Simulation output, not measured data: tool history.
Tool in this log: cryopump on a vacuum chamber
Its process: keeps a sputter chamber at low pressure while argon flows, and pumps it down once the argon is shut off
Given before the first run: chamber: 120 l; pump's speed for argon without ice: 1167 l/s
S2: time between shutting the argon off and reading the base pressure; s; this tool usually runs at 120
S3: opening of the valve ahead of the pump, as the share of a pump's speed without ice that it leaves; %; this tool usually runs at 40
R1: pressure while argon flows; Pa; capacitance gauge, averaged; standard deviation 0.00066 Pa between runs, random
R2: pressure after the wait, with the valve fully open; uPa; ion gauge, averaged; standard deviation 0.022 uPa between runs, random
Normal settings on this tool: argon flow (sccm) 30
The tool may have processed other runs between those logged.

{"run": 1, "day": 0.0, "argon flow (sccm)": 30, "S2": 120, "S3": 40, "R1": 0.1216, "R2": 2.7}
{"run": 2, "day": 0.788, "argon flow (sccm)": 30, "S2": 120, "S3": 40, "R1": 0.123, "R2": 2.72}
{"run": 3, "day": 1.354, "argon flow (sccm)": 30, "S2": 120, "S3": 40, "R1": 0.1241, "R2": 2.68}
{"run": 4, "day": 2.238, "argon flow (sccm)": 30, "S2": 120, "S3": 40, "R1": 0.1234, "R2": 2.75}
{"run": 5, "day": 2.879, "argon flow (sccm)": 30, "S2": 120, "S3": 40, "R1": 0.1225, "R2": 2.65}
{"run": 6, "day": 3.5, "argon flow (sccm)": 30, "S2": 120, "S3": 40, "R1": 0.1218, "R2": 2.74}
{"run": 7, "day": 4.225, "argon flow (sccm)": 30, "S2": 120, "S3": 40, "R1": 0.1249, "R2": 2.81}
{"day": 5.042, "done": "pump warmed up, emptied and cooled again"}
{"run": 8, "day": 5.158, "argon flow (sccm)": 30, "S2": 120, "S3": 40, "R1": 0.1102, "R2": 2.14}
{"run": 9, "day": 5.938, "argon flow (sccm)": 30, "S2": 120, "S3": 40, "R1": 0.1092, "R2": 2.2}
{"run": 10, "day": 6.488, "argon flow (sccm)": 30, "S2": 120, "S3": 40, "R1": 0.1101, "R2": 2.13}
{"run": 11, "day": 7.225, "argon flow (sccm)": 12, "S2": 245, "S3": 40, "R1": 0.0446, "R2": 1.94}
{"run": 12, "day": 7.829, "argon flow (sccm)": 37, "S2": 120, "S3": 17, "R1": 0.3168, "R2": 2.16}
{"run": 13, "day": 8.704, "argon flow (sccm)": 19, "S2": 79, "S3": 40, "R1": 0.0702, "R2": 2.32}
{"run": 14, "day": 9.4, "argon flow (sccm)": 15, "S2": 22, "S3": 40, "R1": 0.0546, "R2": 3.69}
{"run": 15, "day": 9.821, "argon flow (sccm)": 41, "S2": 88, "S3": 26, "R1": 0.2306, "R2": 2.27}

Alternative continuations, all from the tool just after run 15; predict every row:
{"run": "A", "day": 10.3, "argon flow (sccm)": 35, "S2": 88, "S3": 26, "R1": "?", "R2": "?"}
{"run": "B", "day": 10.3, "argon flow (sccm)": 24, "S2": 88, "S3": 50, "R1": "?", "R2": "?"}
{"run": "C", "day": 10.3, "argon flow (sccm)": 41, "S2": 189, "S3": 26, "R1": "?", "R2": "?"}
{"run": "D", "day": 10.3, "argon flow (sccm)": 30, "S2": 217, "S3": 52, "R1": "?", "R2": "?"}
{"run": "E", "day": 10.3, "argon flow (sccm)": 30, "S2": 25, "S3": 40, "R1": "?", "R2": "?"}

run=A R1=0.1980 R2=2.33
run=B R1=0.0711 R2=2.36
run=C R1=0.2296 R2=2.05
run=D R1=0.0859 R2=2.08
run=E R1=0.1100 R2=3.43
With the hidden condition removed and each run's random variation left untouched, the same runs would have given:
run=A R1=0.1957 R2=0.68
run=B R1=0.0695 R2=0.70
run=C R1=0.2269 R2=0.44
run=D R1=0.0840 R2=0.45
run=E R1=0.1080 R2=1.81
